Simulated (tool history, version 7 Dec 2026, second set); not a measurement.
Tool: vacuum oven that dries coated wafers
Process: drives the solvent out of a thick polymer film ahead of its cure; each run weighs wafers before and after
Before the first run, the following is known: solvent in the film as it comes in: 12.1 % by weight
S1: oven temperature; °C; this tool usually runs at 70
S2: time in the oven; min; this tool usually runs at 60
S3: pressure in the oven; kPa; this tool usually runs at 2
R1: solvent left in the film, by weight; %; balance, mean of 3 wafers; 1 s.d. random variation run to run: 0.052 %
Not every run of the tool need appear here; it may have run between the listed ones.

{"run": 1, "day": 0.0, "S1": 70, "S2": 60, "S3": 2, "R1": 1.6}
{"run": 2, "day": 1.767, "S1": 70, "S2": 60, "S3": 2, "R1": 1.55}
{"run": 3, "day": 3.662, "S1": 70, "S2": 60, "S3": 3.93, "R1": 2.47}
{"run": 4, "day": 5.867, "S1": 70, "S2": 60, "S3": 2.13, "R1": 1.68}
{"run": 5, "day": 7.217, "S1": 70, "S2": 60, "S3": 2.13, "R1": 1.62}
{"run": 6, "day": 9.35, "S1": 70, "S2": 60, "S3": 2, "R1": 1.6}
{"run": 7, "day": 11.104, "S1": 70, "S2": 34, "S3": 2, "R1": 2.98}
{"run": 8, "day": 13.188, "S1": 70, "S2": 34, "S3": 2, "R1": 2.94}
{"run": 9, "day": 15.017, "S1": 70, "S2": 34, "S3": 2, "R1": 2.98}
{"run": 10, "day": 17.296, "S1": 70, "S2": 60, "S3": 2, "R1": 1.6}
{"run": 11, "day": 19.383, "S1": 70, "S2": 60, "S3": 2.05, "R1": 1.56}
{"run": 12, "day": 20.754, "S1": 70, "S2": 60, "S3": 2.05, "R1": 1.66}
{"day": 21.446, "done": "vacuum gauge cleaned of residue and calibrated"}
{"run": 13, "day": 22.521, "S1": 70, "S2": 60, "S3": 2.05, "R1": 1.65}
{"run": 14, "day": 23.467, "S1": 70, "S2": 60, "S3": 2.05, "R1": 1.7}
{"run": 15, "day": 25.325, "S1": 68, "S2": 33, "S3": 1.46, "R1": 3.49}

What will run 16 give?
{"run": 16, "day": 26.275, "S1": 68, "S2": 33, "S3": 1.46, "R1": "?"}

{"run 16": {"R1": 3.51}}
Were there no unlogged condition in the tool, this run, its random variation unchanged, would have produced R1 3.48 %.

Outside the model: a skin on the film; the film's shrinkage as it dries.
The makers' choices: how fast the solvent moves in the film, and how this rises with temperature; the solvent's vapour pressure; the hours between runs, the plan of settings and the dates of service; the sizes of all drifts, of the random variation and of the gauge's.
